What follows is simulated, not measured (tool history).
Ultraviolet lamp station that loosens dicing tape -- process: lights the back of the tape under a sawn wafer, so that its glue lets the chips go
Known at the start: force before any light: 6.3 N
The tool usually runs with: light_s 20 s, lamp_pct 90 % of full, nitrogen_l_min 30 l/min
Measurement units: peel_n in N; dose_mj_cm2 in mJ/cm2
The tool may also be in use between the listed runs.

run   hour  light_s  lamp_pct  nitrogen_l_min  peel_n  dose_mj_cm2
  1    0.0       20        90              30   0.258          463
  2    7.9       20        90              30   0.265          461
  3   18.0       25        90              30   0.148          586
  4   24.1       20        90              30   0.271          464
  5   31.4       20        90              14   0.418          465
  6   40.1       20        90              14   0.415          467
  7   45.0       20        90              14   0.428          460
  8   53.3       20        90              14   0.406          464
  9   63.4       20        69              30   0.484          361
 10   68.7       20        69              30   0.483          356
 11   76.4       20        69              30   0.474          362
 12   87.5       20        82              30   0.332          426
 13   96.5       20        75              30   0.408          389
 14  106.2       11        75              30   1.345          215
 15  117.2       11        75              30   1.336          216
     121.9  -- window cleaned of glue's vapour
 16  122.8       36        65              12   0.233          616
 17  131.4       19        95              12   0.453          470
 18  138.3       26        78              12   0.345          523
 19  146.2       26        78              12   0.351          535
 20  153.2       26        78              12   0.349          521
 21  158.3       26        78              12   0.352          530
 22  164.0       26        78              12   0.337          523
 23  172.6       15        67              16   1.236          258
 24  183.1       31        66              35   0.181          535
 25  193.7       11        62              11   2.259          179
 26  201.0       18        62              10   1.299          292
 27  211.5       18        62              10   1.305          292
 28  217.1       20        93              30   0.242          485
 29  226.6       20        93              30   0.237          486

What if the next run were any one of these 4? Each begins from the tool's condition after run 29:
  A  238.4       20        82              17       ?            ?
  B  238.4       20        86              12       ?            ?
  C  238.4       20        81              12       ?            ?
  D  238.4       29        87              10       ?            ?

run  peel_n  dose_mj_cm2
  A   0.476          426
  B   0.522          445
  C   0.597          420
  D   0.222          654
Take away the tool's hidden state, keep each run's random variation, and the runs would have read:
run  peel_n  dose_mj_cm2
  A   0.475          426
  B   0.522          445
  C   0.596          421
  D   0.221          654
